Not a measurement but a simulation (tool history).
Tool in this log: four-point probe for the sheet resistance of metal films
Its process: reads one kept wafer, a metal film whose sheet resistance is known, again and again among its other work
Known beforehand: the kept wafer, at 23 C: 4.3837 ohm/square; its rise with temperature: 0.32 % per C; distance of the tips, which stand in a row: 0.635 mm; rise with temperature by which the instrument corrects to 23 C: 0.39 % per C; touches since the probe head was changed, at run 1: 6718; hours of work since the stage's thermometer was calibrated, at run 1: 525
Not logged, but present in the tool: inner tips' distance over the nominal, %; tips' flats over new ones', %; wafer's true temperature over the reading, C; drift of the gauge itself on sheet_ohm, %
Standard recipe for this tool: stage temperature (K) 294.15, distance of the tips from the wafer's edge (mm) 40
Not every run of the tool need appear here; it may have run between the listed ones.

| run | hour | stage temperature (K) | distance of the tips from the wafer's edge (mm) | touches since the probe head was changed | hours of work since the stage's thermometer was calibrated | sheet resistance as the instrument gives it (ohm/square) |
|---|---|---|---|---|---|---|
| 1 | 0.0 | 294.15 | 40 | 6718 | 525 | 4.382292 |
| 2 | 20.6 | 294.15 | 40 | 6941 | 534 | 4.383735 |
| 3 | 52.1 | 294.15 | 40 | 7283 | 547 | 4.381645 |
| 4 | 80.6 | 295.15 | 40 | 7591 | 559 | 4.380952 |
| 5 | 112.0 | 295.15 | 40 | 7932 | 572 | 4.380111 |
| 6 | 137.3 | 294.15 | 40 | 8205 | 582 | 4.383253 |
| 7 | 167.3 | 294.15 | 74 | 8531 | 595 | 4.381879 |
| 8 | 182.6 | 294.15 | 74 | 8696 | 601 | 4.381957 |
| 9 | 201.0 | 294.15 | 51 | 8896 | 609 | 4.383151 |
| 10 | 233.0 | 294.15 | 40 | 9242 | 622 | 4.382507 |
| 11 | 263.6 | 294.15 | 40 | 9574 | 635 | 4.384474 |
| 12 | 282.8 | 294.15 | 40 | 9781 | 643 | 4.383601 |
| 13 | 311.2 | 294.15 | 40 | 10090 | 655 | 4.381768 |
| 14 | 326.5 | 294.15 | 40 | 10255 | 661 | 4.382618 |
| 15 | 349.3 | 294.15 | 40 | 10502 | 670 | 4.381730 |
| 16 | 379.7 | 294.15 | 40 | 10832 | 683 | 4.383229 |
| 17 | 412.3 | 294.15 | 40 | 11184 | 696 | 4.382793 |
| 18 | 444.9 | 294.15 | 40 | 11537 | 710 | 4.382955 |
| 19 | 469.4 | 294.15 | 40 | 11802 | 720 | 4.383250 |
|  | 472.7 | stage's thermometer calibrated |
| 20 | 490.8 | 294.15 | 40 | 12029 | 7 | 4.383529 |
| 21 | 520.9 | 294.15 | 40 | 12355 | 20 | 4.382157 |
| 22 | 549.5 | 294.15 | 40 | 12665 | 32 | 4.382194 |
| 23 | 578.6 | 294.15 | 40 | 12980 | 44 | 4.384073 |
| 24 | 605.0 | 307.15 | 9 | 13266 | 55 | 4.357650 |
| 25 | 619.6 | 298.15 | 47 | 13424 | 61 | 4.372472 |
| 26 | 638.2 | 303.15 | 36 | 13625 | 69 | 4.359016 |
|  | 658.1 | stage's thermometer calibrated, once more |
| 27 | 665.0 | 302.15 | 7 | 13911 | 3 | 4.377105 |
| 28 | 688.1 | 302.15 | 7 | 14160 | 12 | 4.378091 |
| 29 | 719.0 | 296.15 | 23 | 14496 | 25 | 4.377296 |
| 30 | 750.9 | 292.15 | 8 | 14841 | 39 | 4.399628 |
| 31 | 771.8 | 294.15 | 11 | 15067 | 47 | 4.387804 |
| 32 | 787.0 | 294.15 | 11 | 15232 | 54 | 4.386494 |
| 33 | 816.1 | 300.15 | 8 | 15547 | 66 | 4.379688 |
| 34 | 845.5 | 292.15 | 40 | 15865 | 78 | 4.385595 |
| 35 | 872.3 | 294.15 | 23 | 16156 | 89 | 4.381101 |
| 36 | 887.8 | 294.15 | 23 | 16324 | 95 | 4.381578 |
| 37 | 905.5 | 294.15 | 23 | 16516 | 103 | 4.381912 |
| 38 | 924.0 | 307.15 | 24 | 16716 | 110 | 4.347076 |
| 39 | 949.1 | 296.15 | 15 | 16988 | 121 | 4.377389 |
| 40 | 978.4 | 306.15 | 16 | 17305 | 133 | 4.348981 |
| 41 | 1008.0 | 294.15 | 18 | 17625 | 145 | 4.382652 |
| 42 | 1027.7 | 294.15 | 18 | 17839 | 153 | 4.382426 |
| 43 | 1059.3 | 292.15 | 18 | 18182 | 167 | 4.390247 |
| 44 | 1087.7 | 292.15 | 18 | 18489 | 178 | 4.388276 |
| 45 | 1110.7 | 300.15 | 39 | 18738 | 188 | 4.365073 |
| 46 | 1130.4 | 300.15 | 39 | 18951 | 196 | 4.362607 |

For each entry between runs, how does the tool's hidden state at the last listed run before it compare with that at the first listed run after it?
After run 19, before run 20: stage's thermometer calibrated (hour 472.7)
  inner tips' distance over the nominal, %: -0.188 -> -0.189; wafer's true temperature over the reading, C: 0.12 -> 0.16
  what was measured, less what the result would be without the hidden state, sheet resistance as the instrument gives it (ohm/square): -0.007248 -> -0.006753
After run 26, before run 27: stage's thermometer calibrated, once more (hour 658.1)
  inner tips' distance over the nominal, %: -0.196 -> -0.197; tips' flats over new ones', %: 7 -> 8; wafer's true temperature over the reading, C: 0.17 -> -0.01
  what was measured, less what the result would be without the hidden state, sheet resistance as the instrument gives it (ohm/square): -0.006886 -> -0.009505

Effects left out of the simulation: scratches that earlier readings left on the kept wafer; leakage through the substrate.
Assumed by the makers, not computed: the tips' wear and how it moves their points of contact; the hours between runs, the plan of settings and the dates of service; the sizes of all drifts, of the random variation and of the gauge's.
